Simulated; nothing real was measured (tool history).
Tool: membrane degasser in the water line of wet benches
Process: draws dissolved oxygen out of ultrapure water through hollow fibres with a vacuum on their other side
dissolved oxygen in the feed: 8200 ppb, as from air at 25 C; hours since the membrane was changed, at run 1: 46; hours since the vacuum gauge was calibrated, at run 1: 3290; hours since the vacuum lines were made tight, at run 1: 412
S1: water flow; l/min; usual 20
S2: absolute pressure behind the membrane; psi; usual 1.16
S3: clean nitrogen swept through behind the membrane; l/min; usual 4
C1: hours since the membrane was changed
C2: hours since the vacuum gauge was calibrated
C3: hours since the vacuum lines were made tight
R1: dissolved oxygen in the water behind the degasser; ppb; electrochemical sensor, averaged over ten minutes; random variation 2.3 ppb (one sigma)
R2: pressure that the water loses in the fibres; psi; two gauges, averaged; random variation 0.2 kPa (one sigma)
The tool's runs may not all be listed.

run,hour,S1,S2,S3,C1,C2,C3,R1,R2
1,0,20,1.16,4,46,3290,412,223.3,6.479
2,38.9,20,1.16,4,85,3329,451,223.4,6.401
3,74,20,1.16,4,120,3364,486,227.7,6.508
4,98.2,20,1.16,4,144,3388,510,221.9,6.457
5,134.2,20,1.16,4,180,3424,546,220.2,6.517
6,158.6,20,1.16,2.73,205,3448,571,249.6,6.464
7,209.7,30,1.16,4,256,3499,622,549.6,9.646
8,237,30,1.16,4,283,3527,649,554.8,9.726
9,292.7,20,1.16,4,339,3582,705,225.4,6.461
10,325.4,15,1.16,4,372,3615,738,106.2,4.852
11,363,15,1.16,4,409,3653,775,107.3,4.853
12,400,20,1.16,4,446,3690,812,221.9,6.454
13,448.2,20,1.16,4,494,3738,860,222.9,6.528
14,481.1,20,1.16,4,527,3771,893,227.1,6.472
15,510.8,20,0.775,3.95,557,3801,923,192.2,6.461
16,566.4,23,0.875,3.95,613,3856,979,291.4,7.456
17,600.3,23,0.875,3.95,646,3890,1012,290.1,7.506
18,628.3,23,0.875,3.95,674,3918,1040,285.3,7.397
19,679.5,20,1.838,8.13,726,3969,1092,217.4,6.479
20,712.9,25,2.554,4,759,4003,1125,508.1,8.082
21,756.3,20,1.645,4,802,4046,1168,260,6.46
22,801.4,13,1.16,6,848,4091,1214,61.1,4.173
23,828.7,13,0.814,2.07,875,4118,1241,71.5,4.196
24,867.4,31,1.359,6.64,914,4157,1280,578.5,10.098
25,916.3,17,2.69,5.05,962,4206,1329,223.2,5.497
26,966.5,17,2.69,5.05,1013,4256,1379,223.6,5.436
27,1000.3,17,2.69,5.05,1046,4290,1412,225.5,5.513

Forecast each of these 4 alternatives for the next run:
A,1035.6,17,1.25,1.73,1082,4325,1448,?,?
B,1035.6,17,1.202,5.05,1082,4325,1448,?,?
C,1035.6,31,1.16,6.04,1082,4325,1448,?,?
D,1035.6,20,0.753,8.39,1082,4325,1448,?,?

run,R1,R2
A,219.6,5.526
B,139.9,5.511
C,561.9,10.05
D,180.1,6.401
Without the tool's hidden state the same runs would have given:
run,R1,R2
A,219.5,5.524
B,139.8,5.51
C,561.8,10.048
D,180,6.401
